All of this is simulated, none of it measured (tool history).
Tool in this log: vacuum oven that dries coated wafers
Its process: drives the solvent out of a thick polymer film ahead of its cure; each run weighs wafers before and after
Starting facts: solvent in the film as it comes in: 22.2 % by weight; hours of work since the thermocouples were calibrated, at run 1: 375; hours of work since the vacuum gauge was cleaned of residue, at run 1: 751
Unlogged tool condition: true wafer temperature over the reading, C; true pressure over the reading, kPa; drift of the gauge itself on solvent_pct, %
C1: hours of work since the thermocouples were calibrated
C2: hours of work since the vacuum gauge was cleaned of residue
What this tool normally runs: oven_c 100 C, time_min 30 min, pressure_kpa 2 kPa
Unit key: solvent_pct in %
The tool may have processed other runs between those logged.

run 1 hour=0 | oven_c=100 time_min=30 pressure_kpa=2 | C1=375 C2=751 | solvent_pct=1.57
run 2 hour=33.4 | oven_c=100 time_min=30 pressure_kpa=2 | C1=397 C2=774 | solvent_pct=1.5
run 3 hour=71.2 | oven_c=95 time_min=30 pressure_kpa=2 | C1=423 C2=800 | solvent_pct=2.72
run 4 hour=99 | oven_c=95 time_min=30 pressure_kpa=2 | C1=442 C2=819 | solvent_pct=2.66
run 5 hour=119.1 | oven_c=95 time_min=44 pressure_kpa=2 | C1=456 C2=833 | solvent_pct=1.55
run 6 hour=139.5 | oven_c=100 time_min=30 pressure_kpa=2 | C1=470 C2=847 | solvent_pct=1.6
run 7 hour=173.6 | oven_c=100 time_min=30 pressure_kpa=7.14 | C1=493 C2=870 | solvent_pct=3.45
run 8 hour=211.9 | oven_c=100 time_min=30 pressure_kpa=7.14 | C1=520 C2=896 | solvent_pct=3.42
run 9 hour=233.5 | oven_c=100 time_min=30 pressure_kpa=7.14 | C1=534 C2=911 | solvent_pct=3.45
run 10 hour=256.7 | oven_c=100 time_min=30 pressure_kpa=7.14 | C1=550 C2=927 | solvent_pct=3.44
run 11 hour=277 | oven_c=100 time_min=30 pressure_kpa=2 | C1=564 C2=941 | solvent_pct=1.55
run 12 hour=293.8 | oven_c=100 time_min=30 pressure_kpa=2 | C1=576 C2=952 | solvent_pct=1.67
run 13 hour=315.3 | oven_c=100 time_min=31 pressure_kpa=2 | C1=590 C2=967 | solvent_pct=1.48
run 14 hour=351.4 | oven_c=100 time_min=30 pressure_kpa=2 | C1=615 C2=992 | solvent_pct=1.63
run 15 hour=387.7 | oven_c=100 time_min=30 pressure_kpa=2.62 | C1=640 C2=1017 | solvent_pct=1.77
run 16 hour=406.2 | oven_c=100 time_min=30 pressure_kpa=2.62 | C1=653 C2=1029 | solvent_pct=1.8
-- hour=427 vacuum gauge cleaned of residue and calibrated
run 17 hour=437.5 | oven_c=100 time_min=30 pressure_kpa=2.62 | C1=673 C2=7 | solvent_pct=1.8
run 18 hour=477.7 | oven_c=100 time_min=30 pressure_kpa=2.62 | C1=700 C2=35 | solvent_pct=1.85
run 19 hour=502.4 | oven_c=100 time_min=30 pressure_kpa=2.62 | C1=717 C2=52 | solvent_pct=1.82
run 20 hour=524.8 | oven_c=100 time_min=30 pressure_kpa=2 | C1=733 C2=67 | solvent_pct=1.64
run 21 hour=544 | oven_c=100 time_min=30 pressure_kpa=2 | C1=746 C2=80 | solvent_pct=1.67
run 22 hour=578.7 | oven_c=108 time_min=30 pressure_kpa=2 | C1=770 C2=104 | solvent_pct=0.75
run 23 hour=613.7 | oven_c=108 time_min=30 pressure_kpa=2 | C1=793 C2=128 | solvent_pct=0.69
run 24 hour=648.9 | oven_c=108 time_min=30 pressure_kpa=2 | C1=818 C2=152 | solvent_pct=0.71
run 25 hour=667.2 | oven_c=100 time_min=30 pressure_kpa=1.62 | C1=830 C2=164 | solvent_pct=1.46
run 26 hour=701.2 | oven_c=100 time_min=29 pressure_kpa=1.62 | C1=853 C2=188 | solvent_pct=1.59
run 27 hour=730.9 | oven_c=95 time_min=30 pressure_kpa=1.53 | C1=874 C2=208 | solvent_pct=2.51
run 28 hour=754.3 | oven_c=106 time_min=37 pressure_kpa=2 | C1=890 C2=224 | solvent_pct=0.69
run 29 hour=778.7 | oven_c=106 time_min=26 pressure_kpa=4.11 | C1=906 C2=241 | solvent_pct=1.75
run 30 hour=796.3 | oven_c=100 time_min=30 pressure_kpa=2.62 | C1=918 C2=253 | solvent_pct=1.88
run 31 hour=830.1 | oven_c=92 time_min=32 pressure_kpa=6.3 | C1=942 C2=276 | solvent_pct=5.13
run 32 hour=864.2 | oven_c=99 time_min=24 pressure_kpa=2.72 | C1=965 C2=299 | solvent_pct=2.8
run 33 hour=885.4 | oven_c=99 time_min=24 pressure_kpa=2.72 | C1=979 C2=314 | solvent_pct=2.73
run 34 hour=922.6 | oven_c=99 time_min=24 pressure_kpa=2.72 | C1=1005 C2=339 | solvent_pct=2.78
run 35 hour=944.6 | oven_c=99 time_min=24 pressure_kpa=2.72 | C1=1020 C2=354 | solvent_pct=2.78
run 36 hour=971.5 | oven_c=99 time_min=24 pressure_kpa=1.03 | C1=1038 C2=373 | solvent_pct=2.21
run 37 hour=1002.2 | oven_c=103 time_min=25 pressure_kpa=2.22 | C1=1059 C2=394 | solvent_pct=1.56
run 38 hour=1031.5 | oven_c=93 time_min=30 pressure_kpa=2 | C1=1079 C2=414 | solvent_pct=3.3
run 39 hour=1071.6 | oven_c=93 time_min=17 pressure_kpa=1.82 | C1=1107 C2=441 | solvent_pct=6.38
run 40 hour=1110.3 | oven_c=93 time_min=17 pressure_kpa=1.82 | C1=1133 C2=468 | solvent_pct=6.41
run 41 hour=1142.6 | oven_c=89 time_min=24 pressure_kpa=3.09 | C1=1155 C2=490 | solvent_pct=6.37
run 42 hour=1171.8 | oven_c=89 time_min=25 pressure_kpa=3.09 | C1=1175 C2=510 | solvent_pct=6.18
run 43 hour=1202.2 | oven_c=89 time_min=25 pressure_kpa=3.09 | C1=1196 C2=530 | solvent_pct=6.14
run 44 hour=1235.8 | oven_c=91 time_min=32 pressure_kpa=2 | C1=1219 C2=553 | solvent_pct=3.56
run 45 hour=1262.3 | oven_c=91 time_min=17 pressure_kpa=3.32 | C1=1237 C2=572 | solvent_pct=7.8
run 46 hour=1280.9 | oven_c=89 time_min=44 pressure_kpa=1.26 | C1=1250 C2=584 | solvent_pct=2.36
run 47 hour=1310.7 | oven_c=89 time_min=44 pressure_kpa=1.26 | C1=1270 C2=605 | solvent_pct=2.38
run 48 hour=1345.2 | oven_c=89 time_min=44 pressure_kpa=1.26 | C1=1294 C2=628 | solvent_pct=2.49

Here are 3 independent what-if runs from the current tool condition. What would each one return?
run A hour=1382.8 | oven_c=103 time_min=44 pressure_kpa=4.55 | C1=1320 C2=654 | solvent_pct=?
run B hour=1382.8 | oven_c=92 time_min=22 pressure_kpa=5.49 | C1=1320 C2=654 | solvent_pct=?
run C hour=1382.8 | oven_c=91 time_min=24 pressure_kpa=4 | C1=1320 C2=654 | solvent_pct=?

run=A solvent_pct=1.61
run=B solvent_pct=6.74
run=C solvent_pct=6.07
The same runs, with their run-to-run variation unchanged, on a tool lacking any hidden condition would have given:
run=A solvent_pct=1.6
run=B solvent_pct=6.72
run=C solvent_pct=6.06
